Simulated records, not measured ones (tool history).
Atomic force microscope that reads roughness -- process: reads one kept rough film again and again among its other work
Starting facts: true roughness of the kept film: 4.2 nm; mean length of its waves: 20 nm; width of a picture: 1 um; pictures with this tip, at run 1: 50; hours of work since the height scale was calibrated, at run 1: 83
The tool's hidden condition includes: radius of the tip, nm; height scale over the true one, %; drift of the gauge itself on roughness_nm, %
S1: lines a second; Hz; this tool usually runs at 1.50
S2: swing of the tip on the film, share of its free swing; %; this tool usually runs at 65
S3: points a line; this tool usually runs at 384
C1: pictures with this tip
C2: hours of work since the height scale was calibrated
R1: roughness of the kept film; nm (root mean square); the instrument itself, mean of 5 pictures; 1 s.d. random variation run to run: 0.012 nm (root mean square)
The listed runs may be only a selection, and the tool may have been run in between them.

| run | hour | S1 | S2 | S3 | C1 | C2 | R1 |
|---|---|---|---|---|---|---|---|
| 1 | 0.0 | 1.50 | 65 | 384 | 50 | 83 | 2.803 |
| 2 | 63.9 | 1.50 | 56 | 384 | 124 | 127 | 2.821 |
| 3 | 130.4 | 1.50 | 56 | 384 | 200 | 172 | 2.841 |
| 4 | 169.9 | 1.50 | 56 | 384 | 246 | 199 | 2.824 |
| 5 | 237.2 | 1.50 | 56 | 384 | 324 | 245 | 2.839 |
|  | 270.5 | new tip fitted |
| 6 | 292.6 | 1.50 | 56 | 384 | 26 | 283 | 2.835 |
| 7 | 347.0 | 1.50 | 56 | 384 | 89 | 320 | 2.847 |
| 8 | 413.6 | 1.50 | 56 | 384 | 165 | 366 | 2.845 |
| 9 | 445.2 | 1.50 | 56 | 384 | 202 | 387 | 2.834 |
| 10 | 480.6 | 1.48 | 56 | 384 | 243 | 411 | 2.847 |
| 11 | 529.9 | 1.48 | 56 | 384 | 300 | 445 | 2.833 |
| 12 | 559.3 | 1.48 | 56 | 384 | 334 | 465 | 2.814 |
|  | 583.5 | new tip fitted |
| 13 | 616.7 | 1.48 | 62 | 384 | 38 | 504 | 2.788 |
| 14 | 673.6 | 1.48 | 62 | 384 | 104 | 543 | 2.781 |
| 15 | 735.2 | 1.48 | 62 | 384 | 175 | 585 | 2.798 |
| 16 | 778.8 | 2.59 | 65 | 384 | 225 | 615 | 2.666 |
| 17 | 820.8 | 2.59 | 65 | 384 | 274 | 644 | 2.671 |
| 18 | 875.2 | 2.59 | 65 | 384 | 336 | 681 | 2.658 |
|  | 896.7 | new tip fitted |
| 19 | 908.8 | 1.49 | 72 | 292 | 14 | 704 | 2.676 |
| 20 | 974.3 | 3.42 | 65 | 389 | 90 | 749 | 2.623 |
| 21 | 1034.4 | 3.42 | 65 | 389 | 159 | 790 | 2.613 |
| 22 | 1068.6 | 0.94 | 72 | 271 | 199 | 813 | 2.729 |
| 23 | 1132.7 | 0.94 | 72 | 271 | 273 | 857 | 2.721 |
| 24 | 1187.7 | 0.94 | 68 | 646 | 336 | 895 | 2.849 |
|  | 1211.3 | new tip fitted |
| 25 | 1227.2 | 1.07 | 65 | 946 | 18 | 921 | 2.863 |
| 26 | 1284.8 | 1.18 | 69 | 384 | 84 | 961 | 2.795 |
| 27 | 1332.6 | 1.18 | 69 | 384 | 140 | 993 | 2.791 |
| 28 | 1371.7 | 1.43 | 65 | 384 | 185 | 1020 | 2.780 |
| 29 | 1437.3 | 1.50 | 81 | 384 | 260 | 1065 | 2.602 |
| 30 | 1488.9 | 1.50 | 81 | 384 | 320 | 1100 | 2.567 |
|  | 1527.1 | new tip fitted |
| 31 | 1527.1 | 2.78 | 87 | 556 | 0 | 1126 | 2.285 |
| 32 | 1556.3 | 1.50 | 59 | 292 | 34 | 1146 | 2.806 |
| 33 | 1593.1 | 0.99 | 59 | 742 | 76 | 1171 | 2.868 |
| 34 | 1629.5 | 1.50 | 59 | 384 | 118 | 1196 | 2.826 |

How would selected steps in R1 from run to run divide? Give the signed amount a tool lacking its hidden state would still show from settings, what came in and random variation, and the signed amount left for the hidden state, including any gauge scatter that is not in both of the compared results.
Run 5 -> 6: new tip fitted. R1 -0.004 nm (root mean square): hidden state +0.015, all else -0.019.
Run 18 -> 19: S1 2.59 -> 1.49, S2 65 -> 72, S3 384 -> 292, new tip fitted. R1 +0.018 nm (root mean square): hidden state +0.015, all else +0.003.
Run 24 -> 25: S1 0.94 -> 1.07, S2 68 -> 65, S3 646 -> 946, new tip fitted. R1 +0.014 nm (root mean square): hidden state +0.015, all else -0.001.
Run 28 -> 29: S1 1.43 -> 1.50, S2 65 -> 81. R1 -0.178 nm (root mean square): hidden state -0.002, all else -0.176.
Run 30 -> 31: S1 1.50 -> 2.78, S2 81 -> 87, S3 384 -> 556, new tip fitted. R1 -0.282 nm (root mean square): hidden state +0.013, all else -0.295.
Run 31 -> 32: S1 2.78 -> 1.50, S2 87 -> 59, S3 556 -> 292. R1 +0.521 nm (root mean square): hidden state -0.001, all else +0.522.
